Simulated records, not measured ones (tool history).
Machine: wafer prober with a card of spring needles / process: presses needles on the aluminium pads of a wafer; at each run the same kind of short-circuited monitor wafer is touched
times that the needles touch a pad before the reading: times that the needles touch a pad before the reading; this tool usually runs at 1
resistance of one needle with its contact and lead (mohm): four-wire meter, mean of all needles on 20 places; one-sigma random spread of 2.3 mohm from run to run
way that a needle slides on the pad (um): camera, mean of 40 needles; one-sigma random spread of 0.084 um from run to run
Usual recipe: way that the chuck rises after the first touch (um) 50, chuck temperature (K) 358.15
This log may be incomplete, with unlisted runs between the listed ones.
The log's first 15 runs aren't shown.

run,day,way that the chuck rises after the first touch (um),chuck temperature (K),times that the needles touch a pad before the reading,resistance of one needle with its contact and lead (mohm),way that a needle slides on the pad (um)
16,4.062,50,358.15,1,281,11.01
# day 4.154: tips cleaned on abrasive film
17,4.392,50,358.15,1,276,11.4
# day 4.429: height of the first contact set anew
18,4.583,51,353.15,2,272,11.41
# day 4.7: tips cleaned on abrasive film
19,4.825,51,353.15,2,265,11.32
20,5.021,42,320.15,1,275,9.22
# day 5.083: height of the first contact set anew, once more
# day 5.233: tips cleaned on abrasive film
21,5.333,42,379.15,1,281,9.77
22,5.658,42,379.15,1,289,9.67
# day 5.75: tips cleaned on abrasive film
23,5.933,42,379.15,1,280,9.54
24,6.238,50,319.15,3,257,11.54

Run 25, settings as shown, results not yet in. Your forecast:
# day 6.279: tips cleaned on abrasive film
25,6.579,33,341.15,3,?,?

Run 25 yielded resistance of one needle with its contact and lead (mohm) 275, way that a needle slides on the pad (um) 7.47.
Take away the tool's hidden state, keep the run-to-run variation as it was, and the same run would have given resistance of one needle with its contact and lead (mohm) 267, way that a needle slides on the pad (um) 7.52.

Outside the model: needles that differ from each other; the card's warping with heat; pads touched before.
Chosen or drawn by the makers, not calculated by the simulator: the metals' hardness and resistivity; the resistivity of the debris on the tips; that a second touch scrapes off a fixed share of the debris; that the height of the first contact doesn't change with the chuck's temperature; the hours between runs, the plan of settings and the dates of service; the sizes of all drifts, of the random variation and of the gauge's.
